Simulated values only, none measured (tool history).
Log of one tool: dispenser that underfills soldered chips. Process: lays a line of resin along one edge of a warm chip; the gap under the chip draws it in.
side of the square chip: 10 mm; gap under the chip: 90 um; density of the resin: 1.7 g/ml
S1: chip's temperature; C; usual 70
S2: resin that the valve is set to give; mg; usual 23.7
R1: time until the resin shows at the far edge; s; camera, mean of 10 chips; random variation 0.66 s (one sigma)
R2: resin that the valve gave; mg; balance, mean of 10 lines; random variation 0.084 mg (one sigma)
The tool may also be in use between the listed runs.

| run | hour | S1 | S2 | R1 | R2 |
|---|---|---|---|---|---|
| 1 | 0 | 70 | 23.7 | 84.8 | 22.65 |
|  | 4.2 | new syringe of resin |
| 2 | 5.1 | 70 | 23.7 | 62.5 | 22.6 |
| 3 | 9.2 | 70 | 23.7 | 78.8 | 22.51 |
|  | 15 | new syringe of resin |
| 4 | 17.2 | 70 | 23.7 | 68.1 | 22.5 |
| 5 | 21.2 | 70 | 23.7 | 86.5 | 22.39 |
|  | 25.6 | new syringe of resin |
|  | 26.6 | dispensing valve cleaned and set on the balance |
| 6 | 27.8 | 70 | 23.7 | 64.1 | 23.74 |
| 7 | 35.7 | 70 | 23.7 | 97 | 23.63 |
|  | 36.9 | new syringe of resin |
| 8 | 41.9 | 70 | 23.7 | 79.6 | 23.79 |
|  | 47.5 | new syringe of resin |
| 9 | 48.7 | 72 | 23.7 | 61.5 | 23.67 |
| 10 | 53.3 | 72 | 23.7 | 76.9 | 23.44 |
| 11 | 56.9 | 70 | 23.7 | 101.1 | 23.51 |
|  | 57.9 | new syringe of resin |
| 12 | 65.2 | 70 | 23.7 | 88.5 | 23.69 |
|  | 68.4 | new syringe of resin |
| 13 | 70.6 | 70 | 23.7 | 69 | 23.28 |
| 14 | 77.7 | 70 | 23.7 | 101 | 23.24 |
|  | 79.2 | new syringe of resin |
| 15 | 83.2 | 70 | 23.7 | 74 | 23.19 |
| 16 | 87 | 70 | 23.1 | 91 | 22.63 |
|  | 89.7 | new syringe of resin |
| 17 | 92.7 | 70 | 26.5 | 69.9 | 26.02 |
| 18 | 98.4 | 72 | 23.7 | 91 | 23.14 |
|  | 100.4 | new syringe of resin |
| 19 | 105.8 | 60 | 27.6 | 109.8 | 26.86 |
| 20 | 110 | 75 | 21.7 | 88.2 | 21.12 |
|  | 110.8 | new syringe of resin |
| 21 | 115.4 | 74 | 29.2 | 67.9 | 28.38 |
| 22 | 120.2 | 74 | 25.5 | 87.3 | 24.71 |
|  | 121.1 | new syringe of resin |
| 23 | 127.9 | 74 | 25.5 | 76.7 | 24.64 |
|  | 131.4 | new syringe of resin |
| 24 | 132.3 | 56 | 22.2 | 103.3 | 21.32 |
| 25 | 137.1 | 80 | 21.3 | 63.2 | 20.52 |
|  | 141.7 | new syringe of resin |
| 26 | 142.3 | 80 | 21.3 | 47 | 20.48 |
| 27 | 146.4 | 80 | 21.3 | 57.4 | 20.54 |
| 28 | 151 | 78 | 30.8 | 75.2 | 29.52 |
|  | 151.9 | new syringe of resin |
| 29 | 154.8 | 69 | 24.1 | 74.7 | 22.98 |
| 30 | 159.6 | 69 | 21.8 | 98.9 | 20.71 |
|  | 162.5 | new syringe of resin |
| 31 | 163.4 | 62 | 21.8 | 86.5 | 20.81 |
| 32 | 170 | 68 | 26 | 99.2 | 24.54 |
|  | 172.8 | new syringe of resin |
| 33 | 175.3 | 55 | 25.7 | 110.6 | 24.47 |
| 34 | 181.1 | 61 | 29.1 | 125.5 | 27.77 |
|  | 183.2 | new syringe of resin |
| 35 | 186.1 | 67 | 25 | 79.3 | 23.62 |

Hidden state or all else? Some run-to-run changes of R1, split into what the settings, what came in and random variation would give without the hidden state, and what is left for the hidden state (with any gauge scatter that isn't in both results):
The hidden state here: resin's viscosity, % of fresh resin's; dose that the valve gives, % of what is set; true chip temperature over the reading, C; drift of the gauge itself on fill_s, %; drift of the gauge itself on given_mg, %.
Run 6 -> 7: no setting changed, nothing entered. R1 +32.9 s: hidden state +33.4, all else -0.5.
Run 13 -> 14: no setting changed, nothing entered. R1 +32 s: hidden state +31.7, all else +0.3.
Run 24 -> 25: S1 56 -> 80, S2 22.2 -> 21.3. R1 -40.1 s: hidden state +9.3, all else -49.4.
Run 34 -> 35: S1 61 -> 67, S2 29.1 -> 25, new syringe of resin. R1 -46.2 s: hidden state -32.1, all else -14.1.

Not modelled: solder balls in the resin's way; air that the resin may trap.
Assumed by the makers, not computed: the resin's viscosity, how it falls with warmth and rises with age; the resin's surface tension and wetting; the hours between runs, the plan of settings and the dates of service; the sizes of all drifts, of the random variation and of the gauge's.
